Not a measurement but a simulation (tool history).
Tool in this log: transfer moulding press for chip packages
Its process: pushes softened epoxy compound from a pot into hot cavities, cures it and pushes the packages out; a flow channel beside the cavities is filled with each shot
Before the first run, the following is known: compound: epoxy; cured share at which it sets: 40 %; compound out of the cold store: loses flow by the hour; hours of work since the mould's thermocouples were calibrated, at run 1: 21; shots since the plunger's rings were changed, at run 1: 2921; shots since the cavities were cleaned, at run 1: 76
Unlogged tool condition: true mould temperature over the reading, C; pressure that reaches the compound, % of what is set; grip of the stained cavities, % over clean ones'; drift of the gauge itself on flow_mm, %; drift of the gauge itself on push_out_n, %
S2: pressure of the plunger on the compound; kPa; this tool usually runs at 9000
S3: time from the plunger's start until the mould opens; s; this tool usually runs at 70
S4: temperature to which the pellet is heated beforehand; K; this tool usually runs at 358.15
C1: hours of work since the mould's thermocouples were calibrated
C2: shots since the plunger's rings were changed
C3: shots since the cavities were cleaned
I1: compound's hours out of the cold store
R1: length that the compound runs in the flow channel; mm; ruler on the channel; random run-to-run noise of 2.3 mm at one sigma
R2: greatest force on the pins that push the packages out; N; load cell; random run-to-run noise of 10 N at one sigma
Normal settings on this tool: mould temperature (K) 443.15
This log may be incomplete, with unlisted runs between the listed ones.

run 1 hour=0.0 | mould_temperature_(K)=443.15 S2=9000 S3=70 S4=358.15 | C1=21 C2=2921 C3=76 | I1=43.7 | R1=739 R2=503
run 2 hour=5.4 | mould_temperature_(K)=443.15 S2=6880 S3=70 S4=358.15 | C1=25 C2=3013 C3=168 | I1=22.6 | R1=705 R2=612
run 3 hour=10.9 | mould_temperature_(K)=443.15 S2=6880 S3=70 S4=358.15 | C1=29 C2=3108 C3=263 | I1=46.1 | R1=635 R2=597
run 4 hour=18.1 | mould_temperature_(K)=442.15 S2=6880 S3=70 S4=358.15 | C1=34 C2=3232 C3=387 | I1=44.4 | R1=644 R2=735
run 5 hour=24.1 | mould_temperature_(K)=442.15 S2=6880 S3=70 S4=358.15 | C1=39 C2=3334 C3=489 | I1=20.3 | R1=710 R2=820
run 6 hour=28.4 | mould_temperature_(K)=442.15 S2=6880 S3=70 S4=358.15 | C1=42 C2=3408 C3=563 | I1=19.8 | R1=711 R2=828
-- hour=35.0 plunger's sealing rings changed
run 7 hour=37.5 | mould_temperature_(K)=442.15 S2=6880 S3=70 S4=358.15 | C1=46 C2=43 C3=677 | I1=38.9 | R1=679 R2=838
run 8 hour=41.8 | mould_temperature_(K)=442.15 S2=6880 S3=70 S4=358.15 | C1=49 C2=117 C3=751 | I1=15.3 | R1=750 R2=919
-- hour=51.6 cavities cleaned with cleaning compound and waxed
run 9 hour=51.9 | mould_temperature_(K)=442.15 S2=6880 S3=70 S4=358.15 | C1=55 C2=264 C3=3 | I1=22.0 | R1=728 R2=512
run 10 hour=61.4 | mould_temperature_(K)=442.15 S2=6880 S3=70 S4=358.15 | C1=62 C2=428 C3=167 | I1=36.9 | R1=683 R2=615
run 11 hour=65.3 | mould_temperature_(K)=443.15 S2=10470 S3=70 S4=358.15 | C1=65 C2=496 C3=235 | I1=25.2 | R1=890 R2=621
run 12 hour=71.1 | mould_temperature_(K)=443.15 S2=10470 S3=70 S4=358.15 | C1=69 C2=596 C3=335 | I1=33.6 | R1=851 R2=672
-- hour=73.9 mould's thermocouples calibrated
run 13 hour=81.1 | mould_temperature_(K)=443.15 S2=10470 S3=70 S4=358.15 | C1=5 C2=732 C3=471 | I1=29.0 | R1=867 R2=727
run 14 hour=87.6 | mould_temperature_(K)=443.15 S2=10470 S3=70 S4=358.15 | C1=10 C2=845 C3=584 | I1=37.4 | R1=835 R2=762
run 15 hour=92.4 | mould_temperature_(K)=451.15 S2=10180 S3=70 S4=348.15 | C1=13 C2=927 C3=666 | I1=35.2 | R1=812 R2=593
run 16 hour=99.4 | mould_temperature_(K)=446.15 S2=7710 S3=100 S4=360.15 | C1=18 C2=1047 C3=786 | I1=34.0 | R1=716 R2=610
-- hour=106.9 cavities cleaned with cleaning compound and waxed
run 17 hour=109.6 | mould_temperature_(K)=439.15 S2=7710 S3=100 S4=365.15 | C1=24 C2=1197 C3=46 | I1=17.0 | R1=787 R2=386
-- hour=113.7 mould's thermocouples calibrated, once more
run 18 hour=121.1 | mould_temperature_(K)=446.15 S2=9000 S3=70 S4=358.15 | C1=5 C2=1359 C3=208 | I1=45.3 | R1=739 R2=529
run 19 hour=126.7 | mould_temperature_(K)=443.15 S2=8970 S3=72 S4=349.15 | C1=9 C2=1456 C3=305 | I1=40.6 | R1=757 R2=636
run 20 hour=135.9 | mould_temperature_(K)=443.15 S2=8270 S3=78 S4=359.15 | C1=16 C2=1615 C3=464 | I1=23.0 | R1=778 R2=625
run 21 hour=141.6 | mould_temperature_(K)=443.15 S2=8270 S3=78 S4=359.15 | C1=20 C2=1713 C3=562 | I1=35.9 | R1=736 R2=646
run 22 hour=147.6 | mould_temperature_(K)=443.15 S2=8270 S3=78 S4=359.15 | C1=24 C2=1815 C3=664 | I1=27.3 | R1=768 R2=670
run 23 hour=154.8 | mould_temperature_(K)=443.15 S2=7100 S3=78 S4=361.15 | C1=29 C2=1939 C3=788 | I1=28.3 | R1=702 R2=700
-- hour=162.0 cavities cleaned with cleaning compound and waxed
run 24 hour=163.0 | mould_temperature_(K)=443.15 S2=7100 S3=78 S4=361.15 | C1=34 C2=2055 C3=18 | I1=41.1 | R1=664 R2=402
run 25 hour=171.1 | mould_temperature_(K)=438.15 S2=7100 S3=78 S4=367.15 | C1=40 C2=2193 C3=156 | I1=11.6 | R1=766 R2=677
run 26 hour=177.4 | mould_temperature_(K)=438.15 S2=7100 S3=78 S4=367.15 | C1=44 C2=2303 C3=266 | I1=43.7 | R1=671 R2=661
run 27 hour=183.9 | mould_temperature_(K)=440.15 S2=7320 S3=77 S4=362.15 | C1=49 C2=2413 C3=376 | I1=44.1 | R1=673 R2=678
run 28 hour=189.3 | mould_temperature_(K)=447.15 S2=9000 S3=63 S4=361.15 | C1=53 C2=2506 C3=469 | I1=37.1 | R1=748 R2=706

Here are 4 independent what-if runs from the current tool condition. What would each one return?
run A hour=196.9 | mould_temperature_(K)=447.15 S2=9000 S3=91 S4=353.15 | C1=58 C2=2637 C3=600 | I1=34.0 | R1=? R2=?
run B hour=196.9 | mould_temperature_(K)=441.15 S2=8730 S3=70 S4=358.15 | C1=58 C2=2637 C3=600 | I1=45.2 | R1=? R2=?
run C hour=196.9 | mould_temperature_(K)=437.15 S2=10800 S3=61 S4=361.15 | C1=58 C2=2637 C3=600 | I1=30.1 | R1=? R2=?
run D hour=196.9 | mould_temperature_(K)=447.15 S2=10550 S3=76 S4=361.15 | C1=58 C2=2637 C3=600 | I1=21.5 | R1=? R2=?

run=A R1=761 R2=566
run=B R1=728 R2=841
run=C R1=880 R2=1626
run=D R1=864 R2=610
Take away the tool's hidden state, keep each run's random variation, and the runs would have read:
run=A R1=785 R2=333
run=B R1=752 R2=500
run=C R1=909 R2=967
run=D R1=892 R2=357
